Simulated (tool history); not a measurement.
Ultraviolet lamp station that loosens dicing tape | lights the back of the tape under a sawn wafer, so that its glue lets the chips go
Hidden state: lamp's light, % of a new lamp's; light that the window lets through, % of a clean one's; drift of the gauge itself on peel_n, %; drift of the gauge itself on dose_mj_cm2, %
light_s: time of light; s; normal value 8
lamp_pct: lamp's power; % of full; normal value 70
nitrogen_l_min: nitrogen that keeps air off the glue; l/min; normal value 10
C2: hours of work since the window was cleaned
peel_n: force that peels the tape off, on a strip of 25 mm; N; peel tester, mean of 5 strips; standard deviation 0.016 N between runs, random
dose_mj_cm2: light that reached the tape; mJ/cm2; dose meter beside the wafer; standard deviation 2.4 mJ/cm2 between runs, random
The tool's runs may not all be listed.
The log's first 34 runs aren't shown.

{"run": 35, "hour": 731.4, "light_s": 8, "lamp_pct": 64, "nitrogen_l_min": 16, "hours of work of the lamp": 168, "C2": 203, "peel_n": 1.052, "dose_mj_cm2": 210}
{"hour": 743.8, "done": "window cleaned of glue's vapour"}
{"run": 36, "hour": 756.9, "light_s": 9, "lamp_pct": 69, "nitrogen_l_min": 16, "hours of work of the lamp": 181, "C2": 7, "peel_n": 0.637, "dose_mj_cm2": 266}
{"run": 37, "hour": 784.0, "light_s": 11, "lamp_pct": 60, "nitrogen_l_min": 3, "hours of work of the lamp": 196, "C2": 22, "peel_n": 1.179, "dose_mj_cm2": 276}
{"run": 38, "hour": 807.2, "light_s": 11, "lamp_pct": 60, "nitrogen_l_min": 3, "hours of work of the lamp": 209, "C2": 35, "peel_n": 1.186, "dose_mj_cm2": 270}
{"run": 39, "hour": 827.2, "light_s": 11, "lamp_pct": 60, "nitrogen_l_min": 11, "hours of work of the lamp": 220, "C2": 46, "peel_n": 0.708, "dose_mj_cm2": 271}
{"run": 40, "hour": 853.7, "light_s": 8, "lamp_pct": 77, "nitrogen_l_min": 7, "hours of work of the lamp": 234, "C2": 60, "peel_n": 0.973, "dose_mj_cm2": 249}
{"run": 41, "hour": 873.6, "light_s": 8, "lamp_pct": 77, "nitrogen_l_min": 7, "hours of work of the lamp": 245, "C2": 71, "peel_n": 0.987, "dose_mj_cm2": 249}
{"run": 42, "hour": 889.0, "light_s": 5, "lamp_pct": 72, "nitrogen_l_min": 9, "hours of work of the lamp": 253, "C2": 79, "peel_n": 2.396, "dose_mj_cm2": 144}

Branching from run 42: 5 alternative next runs. What would each branch give?
{"run": "A", "hour": 907.3, "light_s": 13, "lamp_pct": 78, "nitrogen_l_min": 19, "hours of work of the lamp": 263, "C2": 89, "peel_n": "?", "dose_mj_cm2": "?"}
{"run": "B", "hour": 907.3, "light_s": 13, "lamp_pct": 70, "nitrogen_l_min": 3, "hours of work of the lamp": 263, "C2": 89, "peel_n": "?", "dose_mj_cm2": "?"}
{"run": "C", "hour": 907.3, "light_s": 15, "lamp_pct": 64, "nitrogen_l_min": 10, "hours of work of the lamp": 263, "C2": 89, "peel_n": "?", "dose_mj_cm2": "?"}
{"run": "D", "hour": 907.3, "light_s": 5, "lamp_pct": 89, "nitrogen_l_min": 5, "hours of work of the lamp": 263, "C2": 89, "peel_n": "?", "dose_mj_cm2": "?"}
{"run": "E", "hour": 907.3, "light_s": 6, "lamp_pct": 70, "nitrogen_l_min": 7, "hours of work of the lamp": 263, "C2": 89, "peel_n": "?", "dose_mj_cm2": "?"}

run=A peel_n=0.249 dose_mj_cm2=403
run=B peel_n=0.638 dose_mj_cm2=364
run=C peel_n=0.315 dose_mj_cm2=381
run=D peel_n=2.121 dose_mj_cm2=176
run=E peel_n=2.039 dose_mj_cm2=168
Stripped of hidden state, with their random variation kept, the same runs would have yielded:
run=A peel_n=0.205 dose_mj_cm2=467
run=B peel_n=0.450 dose_mj_cm2=421
run=C peel_n=0.239 dose_mj_cm2=442
run=D peel_n=1.651 dose_mj_cm2=204
run=E peel_n=1.584 dose_mj_cm2=195
